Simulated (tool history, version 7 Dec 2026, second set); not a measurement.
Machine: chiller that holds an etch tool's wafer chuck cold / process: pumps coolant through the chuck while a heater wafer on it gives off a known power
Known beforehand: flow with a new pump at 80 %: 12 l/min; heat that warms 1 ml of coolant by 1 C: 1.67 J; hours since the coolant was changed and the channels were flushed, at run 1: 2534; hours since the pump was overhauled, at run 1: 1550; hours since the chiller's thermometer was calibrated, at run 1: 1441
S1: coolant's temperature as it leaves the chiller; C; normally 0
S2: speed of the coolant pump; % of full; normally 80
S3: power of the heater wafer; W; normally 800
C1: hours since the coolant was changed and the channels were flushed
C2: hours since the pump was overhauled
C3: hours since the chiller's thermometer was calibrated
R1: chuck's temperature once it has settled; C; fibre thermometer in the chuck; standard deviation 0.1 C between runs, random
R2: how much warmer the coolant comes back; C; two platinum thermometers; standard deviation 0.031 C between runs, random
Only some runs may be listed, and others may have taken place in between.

{"run": 1, "hour": 0.0, "S1": 0, "S2": 80, "S3": 800, "C1": 2534, "C2": 1550, "C3": 1441, "R1": 8.6, "R2": 2.41}
{"run": 2, "hour": 30.5, "S1": 0, "S2": 80, "S3": 800, "C1": 2564, "C2": 1580, "C3": 1471, "R1": 8.5, "R2": 2.4}
{"run": 3, "hour": 53.7, "S1": 0, "S2": 80, "S3": 800, "C1": 2587, "C2": 1604, "C3": 1494, "R1": 8.6, "R2": 2.42}
{"hour": 85.0, "done": "coolant changed, channels flushed"}
{"run": 4, "hour": 90.7, "S1": 0, "S2": 80, "S3": 800, "C1": 6, "C2": 1634, "C3": 1525, "R1": 8.6, "R2": 2.47}
{"run": 5, "hour": 116.4, "S1": 0, "S2": 80, "S3": 800, "C1": 31, "C2": 1660, "C3": 1551, "R1": 8.5, "R2": 2.49}
{"run": 6, "hour": 150.7, "S1": 0, "S2": 80, "S3": 800, "C1": 66, "C2": 1695, "C3": 1585, "R1": 8.5, "R2": 2.48}
{"run": 7, "hour": 174.6, "S1": -1, "S2": 91, "S3": 529, "C1": 90, "C2": 1718, "C3": 1609, "R1": 4.0, "R2": 1.52}
{"run": 8, "hour": 193.1, "S1": -1, "S2": 91, "S3": 529, "C1": 108, "C2": 1737, "C3": 1628, "R1": 4.0, "R2": 1.56}
{"run": 9, "hour": 211.0, "S1": -7, "S2": 91, "S3": 641, "C1": 126, "C2": 1755, "C3": 1646, "R1": -0.9, "R2": 1.87}
{"run": 10, "hour": 250.0, "S1": -7, "S2": 91, "S3": 641, "C1": 165, "C2": 1794, "C3": 1685, "R1": -0.7, "R2": 1.85}
{"run": 11, "hour": 267.3, "S1": 9, "S2": 86, "S3": 800, "C1": 182, "C2": 1811, "C3": 1702, "R1": 17.2, "R2": 2.44}
{"run": 12, "hour": 288.8, "S1": 9, "S2": 86, "S3": 800, "C1": 204, "C2": 1833, "C3": 1723, "R1": 17.0, "R2": 2.47}

Branching from run 12: 3 alternative next runs. What would each branch give?
{"run": "A", "hour": 328.6, "S1": 0, "S2": 64, "S3": 1157, "C1": 244, "C2": 1872, "C3": 1763, "R1": "?", "R2": "?"}
{"run": "B", "hour": 328.6, "S1": 0, "S2": 72, "S3": 800, "C1": 244, "C2": 1872, "C3": 1763, "R1": "?", "R2": "?"}
{"run": "C", "hour": 328.6, "S1": 8, "S2": 70, "S3": 454, "C1": 244, "C2": 1872, "C3": 1763, "R1": "?", "R2": "?"}

run=A R1=14.6 R2=4.58
run=B R1=9.2 R2=2.92
run=C R1=13.5 R2=1.80
With the hidden condition removed and each run's random variation left untouched, the same runs would have given:
run=A R1=14.6 R2=4.34
run=B R1=9.2 R2=2.69
run=C R1=13.4 R2=1.57

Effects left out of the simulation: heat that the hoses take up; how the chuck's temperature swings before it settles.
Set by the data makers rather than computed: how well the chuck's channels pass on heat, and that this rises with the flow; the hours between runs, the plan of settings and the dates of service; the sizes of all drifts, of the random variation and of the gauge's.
